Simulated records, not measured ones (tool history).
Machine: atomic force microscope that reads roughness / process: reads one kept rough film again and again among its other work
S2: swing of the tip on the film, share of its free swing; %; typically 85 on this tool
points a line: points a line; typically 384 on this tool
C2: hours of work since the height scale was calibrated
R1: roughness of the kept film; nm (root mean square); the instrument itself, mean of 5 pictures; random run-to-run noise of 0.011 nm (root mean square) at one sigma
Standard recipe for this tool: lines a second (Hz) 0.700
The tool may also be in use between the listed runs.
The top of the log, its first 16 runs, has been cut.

run 17 hour=168.1 | lines_a_second_(Hz)=1.870 S2=85 points_a_line=384 | pictures_with_this_tip=71 C2=191 | R1=2.129
run 18 hour=173.7 | lines_a_second_(Hz)=1.870 S2=85 points_a_line=384 | pictures_with_this_tip=76 C2=193 | R1=2.122
run 19 hour=179.3 | lines_a_second_(Hz)=1.870 S2=85 points_a_line=384 | pictures_with_this_tip=80 C2=195 | R1=2.115
run 20 hour=192.4 | lines_a_second_(Hz)=2.158 S2=79 points_a_line=384 | pictures_with_this_tip=91 C2=200 | R1=2.126
run 21 hour=202.5 | lines_a_second_(Hz)=0.954 S2=79 points_a_line=438 | pictures_with_this_tip=99 C2=204 | R1=2.239
run 22 hour=210.0 | lines_a_second_(Hz)=0.954 S2=79 points_a_line=438 | pictures_with_this_tip=105 C2=208 | R1=2.242
run 23 hour=220.7 | lines_a_second_(Hz)=1.625 S2=61 points_a_line=521 | pictures_with_this_tip=114 C2=212 | R1=2.284
run 24 hour=233.0 | lines_a_second_(Hz)=0.700 S2=88 points_a_line=612 | pictures_with_this_tip=124 C2=217 | R1=2.189
run 25 hour=238.5 | lines_a_second_(Hz)=2.853 S2=90 points_a_line=384 | pictures_with_this_tip=129 C2=219 | R1=1.818
run 26 hour=247.3 | lines_a_second_(Hz)=0.982 S2=90 points_a_line=415 | pictures_with_this_tip=136 C2=223 | R1=2.099
run 27 hour=257.7 | lines_a_second_(Hz)=0.982 S2=73 points_a_line=514 | pictures_with_this_tip=144 C2=227 | R1=2.199
run 28 hour=267.2 | lines_a_second_(Hz)=0.700 S2=85 points_a_line=512 | pictures_with_this_tip=152 C2=231 | R1=2.158
run 29 hour=280.1 | lines_a_second_(Hz)=0.870 S2=71 points_a_line=821 | pictures_with_this_tip=163 C2=236 | R1=2.184
-- hour=283.7 new tip fitted
run 30 hour=290.5 | lines_a_second_(Hz)=2.543 S2=84 points_a_line=605 | pictures_with_this_tip=6 C2=240 | R1=2.214
run 31 hour=301.3 | lines_a_second_(Hz)=2.543 S2=70 points_a_line=605 | pictures_with_this_tip=14 C2=244 | R1=2.380
run 32 hour=313.3 | lines_a_second_(Hz)=0.715 S2=80 points_a_line=384 | pictures_with_this_tip=24 C2=249 | R1=2.471
run 33 hour=323.4 | lines_a_second_(Hz)=0.715 S2=80 points_a_line=384 | pictures_with_this_tip=32 C2=253 | R1=2.427
run 34 hour=330.2 | lines_a_second_(Hz)=0.715 S2=59 points_a_line=324 | pictures_with_this_tip=38 C2=256 | R1=2.497

Alternative continuations, all from the tool just after run 34; predict every row:
run A hour=340.3 | lines_a_second_(Hz)=1.014 S2=82 points_a_line=725 | pictures_with_this_tip=46 C2=260 | R1=?
run B hour=340.3 | lines_a_second_(Hz)=0.715 S2=57 points_a_line=324 | pictures_with_this_tip=46 C2=260 | R1=?
run C hour=340.3 | lines_a_second_(Hz)=0.700 S2=81 points_a_line=384 | pictures_with_this_tip=46 C2=260 | R1=?
run D hour=340.3 | lines_a_second_(Hz)=0.715 S2=61 points_a_line=785 | pictures_with_this_tip=46 C2=260 | R1=?

run=A R1=2.377
run=B R1=2.490
run=C R1=2.422
run=D R1=2.499
What these runs would have given with no unlogged condition in the tool:
run=A R1=2.485
run=B R1=2.603
run=C R1=2.531
run=D R1=2.612
